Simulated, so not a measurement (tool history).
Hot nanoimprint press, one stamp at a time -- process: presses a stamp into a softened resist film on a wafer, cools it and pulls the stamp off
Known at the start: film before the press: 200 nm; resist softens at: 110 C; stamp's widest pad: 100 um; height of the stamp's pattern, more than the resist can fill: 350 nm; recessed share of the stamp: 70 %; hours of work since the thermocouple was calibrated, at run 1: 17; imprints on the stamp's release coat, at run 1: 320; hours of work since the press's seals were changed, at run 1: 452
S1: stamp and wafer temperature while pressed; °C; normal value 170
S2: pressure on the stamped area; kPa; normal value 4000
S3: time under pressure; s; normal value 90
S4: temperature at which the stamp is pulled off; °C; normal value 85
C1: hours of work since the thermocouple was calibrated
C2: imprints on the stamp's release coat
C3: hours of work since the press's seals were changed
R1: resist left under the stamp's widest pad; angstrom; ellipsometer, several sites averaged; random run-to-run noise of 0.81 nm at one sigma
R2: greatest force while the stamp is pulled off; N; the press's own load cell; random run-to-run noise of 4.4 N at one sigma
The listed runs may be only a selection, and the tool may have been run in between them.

| run | day | S1 | S2 | S3 | S4 | C1 | C2 | C3 | R1 | R2 |
|---|---|---|---|---|---|---|---|---|---|---|
| 1 | 0.000 | 170 | 4000 | 90 | 85 | 17 | 320 | 452 | 1203 | 230 |
| 2 | 1.479 | 170 | 4000 | 60 | 85 | 36 | 434 | 471 | 1341 | 240 |
| 3 | 2.688 | 158 | 4000 | 90 | 85 | 52 | 527 | 486 | 1825 | 248 |
| 4 | 3.729 | 161 | 4000 | 90 | 85 | 65 | 608 | 500 | 1713 | 245 |
| 5 | 5.050 | 170 | 4000 | 114 | 85 | 82 | 709 | 517 | 1127 | 246 |
| 6 | 6.346 | 170 | 4000 | 90 | 85 | 99 | 809 | 533 | 1216 | 255 |
| 7 | 7.354 | 170 | 4000 | 90 | 85 | 112 | 887 | 546 | 1224 | 253 |
| 8 | 8.962 | 170 | 4000 | 90 | 85 | 133 | 1011 | 567 | 1206 | 267 |
|  | 10.262 | stamp cleaned and given a new release coat |
| 9 | 11.721 | 170 | 4000 | 90 | 85 | 165 | 112 | 600 | 1218 | 223 |
| 10 | 13.138 | 170 | 4000 | 90 | 85 | 183 | 221 | 618 | 1225 | 217 |
| 11 | 14.225 | 170 | 4910 | 90 | 85 | 197 | 305 | 632 | 1142 | 227 |
| 12 | 16.158 | 170 | 4000 | 90 | 85 | 222 | 454 | 657 | 1230 | 242 |
| 13 | 17.458 | 170 | 4000 | 90 | 85 | 239 | 554 | 673 | 1243 | 244 |
| 14 | 19.404 | 170 | 4000 | 90 | 85 | 264 | 704 | 699 | 1239 | 236 |
| 15 | 20.704 | 170 | 4000 | 90 | 85 | 281 | 804 | 715 | 1240 | 255 |
| 16 | 23.121 | 176 | 4000 | 90 | 76 | 312 | 990 | 746 | 902 | 290 |
|  | 24.754 | stamp cleaned and given a new release coat |
| 17 | 24.883 | 174 | 6110 | 172 | 85 | 331 | 10 | 766 | 649 | 212 |
| 18 | 26.246 | 170 | 4000 | 90 | 74 | 349 | 115 | 783 | 1238 | 261 |
| 19 | 28.250 | 164 | 4000 | 90 | 85 | 375 | 269 | 809 | 1593 | 230 |
| 20 | 30.758 | 173 | 4000 | 79 | 85 | 407 | 462 | 842 | 1116 | 238 |
|  | 31.508 | plate thermocouple calibrated |
| 21 | 32.454 | 175 | 4060 | 90 | 85 | 12 | 583 | 862 | 882 | 232 |
|  | 32.954 | press's hydraulic seals changed and the load cell set to zero |
| 22 | 35.225 | 176 | 2750 | 140 | 80 | 44 | 771 | 29 | 805 | 270 |
| 23 | 36.467 | 176 | 2750 | 140 | 80 | 60 | 867 | 45 | 816 | 270 |
| 24 | 37.988 | 176 | 2750 | 140 | 80 | 79 | 984 | 65 | 822 | 275 |
| 25 | 39.112 | 165 | 4220 | 98 | 80 | 94 | 1070 | 79 | 1429 | 277 |
|  | 39.638 | stamp cleaned and given a new release coat |
| 26 | 41.667 | 165 | 4220 | 98 | 80 | 123 | 156 | 109 | 1441 | 253 |
| 27 | 44.046 | 175 | 3210 | 65 | 73 | 154 | 339 | 140 | 1100 | 265 |
| 28 | 45.925 | 175 | 3210 | 65 | 73 | 178 | 484 | 164 | 1095 | 272 |
| 29 | 48.225 | 175 | 3210 | 101 | 73 | 208 | 661 | 194 | 939 | 298 |

Forecast each of these 3 alternatives for the next run:
| A | 49.975 | 182 | 4000 | 114 | 84 | 230 | 796 | 216 | ? | ? |
| B | 49.975 | 177 | 4000 | 98 | 88 | 230 | 796 | 216 | ? | ? |
| C | 49.975 | 175 | 3210 | 87 | 82 | 230 | 796 | 216 | ? | ? |

| run | R1 | R2 |
|---|---|---|
| A | 542 | 248 |
| B | 766 | 238 |
| C | 984 | 244 |
Without the tool's hidden state the same runs would have given:
| run | R1 | R2 |
|---|---|---|
| A | 531 | 213 |
| B | 750 | 205 |
| C | 966 | 209 |

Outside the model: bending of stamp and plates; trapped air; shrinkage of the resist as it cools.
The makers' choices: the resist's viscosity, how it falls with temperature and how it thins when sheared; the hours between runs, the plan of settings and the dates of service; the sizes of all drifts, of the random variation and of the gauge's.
